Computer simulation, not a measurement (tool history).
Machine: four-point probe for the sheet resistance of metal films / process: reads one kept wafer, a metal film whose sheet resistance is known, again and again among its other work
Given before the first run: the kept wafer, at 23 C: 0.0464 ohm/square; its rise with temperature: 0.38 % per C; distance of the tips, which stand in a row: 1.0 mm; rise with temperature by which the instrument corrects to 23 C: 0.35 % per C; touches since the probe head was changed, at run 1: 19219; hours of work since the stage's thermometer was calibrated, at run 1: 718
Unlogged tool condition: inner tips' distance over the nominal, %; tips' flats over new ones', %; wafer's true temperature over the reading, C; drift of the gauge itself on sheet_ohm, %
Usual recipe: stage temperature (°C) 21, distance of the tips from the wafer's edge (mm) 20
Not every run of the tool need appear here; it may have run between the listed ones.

run     day  stage temperature (°C)  distance of the tips from the wafer's edge (mm)  touches since the probe head was changed  hours of work since the stage's thermometer was calibrated  sheet resistance as the instrument gives it (ohm/square)
  1       0                      21                                               20                                     19219                                                         718                                                  0.046232
  2   5.892                      21                                               20                                     22402                                                         787                                                  0.046194
  3   8.983                      21                                               20                                     24072                                                         824                                                  0.046183
  4  13.612                      21                                               20                                     26572                                                         878                                                  0.046147
  5  18.175                      21                                               20                                     29036                                                         932                                                  0.046133
  6  22.433                      21                                               20                                     31337                                                         982                                                  0.046108
  7  27.367                      21                                               20                                     34002                                                        1039                                                  0.046097
  8  30.288                      21                                               22                                     35577                                                        1074                                                  0.046064
  9  35.625                      21                                               22                                     38460                                                        1136                                                  0.046038
 10  39.704                      24                                               23                                     40663                                                        1184                                                  0.046061
     40.275  -- stage's thermometer calibrated
 11  45.183                      27                                               41                                     43612                                                          58                                                  0.046033
 12  49.554                      27                                               41                                     45972                                                         109                                                   0.04604
 13  54.862                      27                                               41                                     48841                                                         171                                                  0.046023
     59.583  -- stage's thermometer calibrated, once more
 14  60.162                      27                                               41                                     51692                                                           7                                                  0.045908
 15  65.683                      18                                               27                                     54673                                                          72                                                  0.045822
 16  71.208                      21                                                3                                     57658                                                         136                                                  0.048342
 17  75.396                      26                                               12                                     59919                                                         186                                                  0.045984

Alternative continuations, all from the tool just after run 17; predict every row:
     77.325  -- new probe head fitted
  A  78.546                      22                                               31                                       659                                                         222                                                         ?
     77.325  -- new probe head fitted
  B  78.546                      33                                               12                                       659                                                         222                                                         ?
     77.325  -- new probe head fitted
  C  78.546                      23                                               57                                       659                                                         222                                                         ?
     77.325  -- new probe head fitted
  D  78.546                      18                                                8                                       659                                                         222                                                         ?
     77.325  -- new probe head fitted
  E  78.546                      28                                                5                                       659                                                         222                                                         ?

run  sheet resistance as the instrument gives it (ohm/square)
  A                                                  0.046419
  B                                                  0.046671
  C                                                  0.046407
  D                                                  0.046746
  E                                                  0.047432
Take away the tool's hidden state, keep each run's random variation, and the runs would have read:
run  sheet resistance as the instrument gives it (ohm/square)
  A                                                  0.046418
  B                                                   0.04667
  C                                                  0.046406
  D                                                  0.046745
  E                                                  0.047431

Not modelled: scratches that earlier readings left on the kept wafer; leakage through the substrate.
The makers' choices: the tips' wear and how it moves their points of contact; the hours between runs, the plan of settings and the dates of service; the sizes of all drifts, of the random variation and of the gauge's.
